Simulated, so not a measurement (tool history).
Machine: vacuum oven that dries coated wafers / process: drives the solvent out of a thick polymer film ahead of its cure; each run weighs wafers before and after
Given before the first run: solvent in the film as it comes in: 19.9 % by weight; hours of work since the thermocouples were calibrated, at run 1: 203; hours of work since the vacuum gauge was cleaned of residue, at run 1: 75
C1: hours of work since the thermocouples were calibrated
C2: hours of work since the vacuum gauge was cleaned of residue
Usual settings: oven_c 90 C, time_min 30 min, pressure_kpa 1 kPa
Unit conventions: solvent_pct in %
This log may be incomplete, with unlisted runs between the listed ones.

{"run": 1, "day": 0.0, "oven_c": 90, "time_min": 30, "pressure_kpa": 1, "C1": 203, "C2": 75, "solvent_pct": 4.29}
{"run": 2, "day": 2.867, "oven_c": 90, "time_min": 30, "pressure_kpa": 1, "C1": 239, "C2": 112, "solvent_pct": 4.25}
{"run": 3, "day": 5.442, "oven_c": 90, "time_min": 30, "pressure_kpa": 1, "C1": 272, "C2": 144, "solvent_pct": 4.39}
{"run": 4, "day": 7.192, "oven_c": 90, "time_min": 30, "pressure_kpa": 1, "C1": 294, "C2": 167, "solvent_pct": 4.31}
{"run": 5, "day": 10.158, "oven_c": 90, "time_min": 30, "pressure_kpa": 1, "C1": 332, "C2": 204, "solvent_pct": 4.4}
{"run": 6, "day": 12.5, "oven_c": 90, "time_min": 30, "pressure_kpa": 1, "C1": 362, "C2": 234, "solvent_pct": 4.54}
{"run": 7, "day": 15.621, "oven_c": 90, "time_min": 21, "pressure_kpa": 1, "C1": 401, "C2": 274, "solvent_pct": 6.3}
{"run": 8, "day": 17.367, "oven_c": 90, "time_min": 21, "pressure_kpa": 1, "C1": 423, "C2": 296, "solvent_pct": 6.33}
{"run": 9, "day": 19.833, "oven_c": 90, "time_min": 30, "pressure_kpa": 1, "C1": 455, "C2": 327, "solvent_pct": 4.46}
{"run": 10, "day": 22.733, "oven_c": 90, "time_min": 30, "pressure_kpa": 1, "C1": 492, "C2": 364, "solvent_pct": 4.56}
{"run": 11, "day": 25.546, "oven_c": 90, "time_min": 30, "pressure_kpa": 1, "C1": 527, "C2": 400, "solvent_pct": 4.51}
{"run": 12, "day": 28.217, "oven_c": 90, "time_min": 30, "pressure_kpa": 1, "C1": 561, "C2": 434, "solvent_pct": 4.55}
{"run": 13, "day": 29.888, "oven_c": 90, "time_min": 30, "pressure_kpa": 2.37, "C1": 583, "C2": 455, "solvent_pct": 5.56}
{"run": 14, "day": 31.7, "oven_c": 90, "time_min": 30, "pressure_kpa": 2.37, "C1": 606, "C2": 478, "solvent_pct": 5.54}
{"run": 15, "day": 33.329, "oven_c": 90, "time_min": 30, "pressure_kpa": 2.37, "C1": 626, "C2": 499, "solvent_pct": 5.52}
{"run": 16, "day": 36.296, "oven_c": 90, "time_min": 30, "pressure_kpa": 0.71, "C1": 664, "C2": 537, "solvent_pct": 4.42}

What will run 17 give?
{"day": 38.021, "done": "oven's thermocouples calibrated"}
{"run": 17, "day": 39.042, "oven_c": 90, "time_min": 24, "pressure_kpa": 1, "C1": 13, "C2": 570, "solvent_pct": "?"}

solvent_pct: 5.55 %
The same run, on a tool lacking any hidden state, would have yielded solvent_pct 5.43 %.

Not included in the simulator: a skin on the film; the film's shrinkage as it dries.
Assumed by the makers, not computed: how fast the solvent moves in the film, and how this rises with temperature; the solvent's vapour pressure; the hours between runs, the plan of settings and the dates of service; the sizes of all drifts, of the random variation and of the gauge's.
